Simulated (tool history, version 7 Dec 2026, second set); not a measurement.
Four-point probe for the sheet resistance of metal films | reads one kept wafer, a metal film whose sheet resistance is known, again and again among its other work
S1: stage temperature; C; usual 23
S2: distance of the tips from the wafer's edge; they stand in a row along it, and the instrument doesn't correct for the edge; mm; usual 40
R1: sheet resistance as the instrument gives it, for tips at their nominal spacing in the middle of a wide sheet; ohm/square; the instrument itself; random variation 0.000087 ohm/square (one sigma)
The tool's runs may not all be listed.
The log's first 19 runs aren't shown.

run	hour	S1	S2	R1
20	1410.9	23	14	0.430835
21	1510.5	23	14	0.430712
22	1595.1	25	40	0.429682
23	1678.4	26	19	0.429473
24	1748.5	26	19	0.429317
25	1826.5	27	36	0.428957
26	1870	30	4	0.431502
27	1942	34	52	0.427051
28	2038.5	34	52	0.426759
29	2098.6	34	52	0.426859
30	2172.5	34	52	0.426582
31	2246.4	23	18	0.429262
32	2309.5	20	18	0.429947
33	2375.1	29	25	0.427601
34	2468.4	29	25	0.427423
35	2510	22	21	0.42903
36	2582.6	18	30	0.430033
37	2658.5	31	6	0.428126
38	2749.6	20	8	0.430124
39	2790.2	24	5	0.430351
40	2858.4	18	57	0.429337
41	2946.1	18	57	0.429454
42	3026.9	22	30	0.428063
# hour 3053.8: new probe head fitted
43	3074.5	30	12	0.43143
44	3144.3	30	12	0.431369

Forecast each of these 4 alternatives for the next run:
A	3222.1	27	4	?
B	3222.1	33	8	?
C	3222.1	30	12	?
D	3222.1	30	8	?

run	R1
A	0.435077
B	0.431067
C	0.431348
D	0.431784
Without the tool's hidden state the same runs would have given:
run	R1
A	0.43695
B	0.432934
C	0.433211
D	0.433649

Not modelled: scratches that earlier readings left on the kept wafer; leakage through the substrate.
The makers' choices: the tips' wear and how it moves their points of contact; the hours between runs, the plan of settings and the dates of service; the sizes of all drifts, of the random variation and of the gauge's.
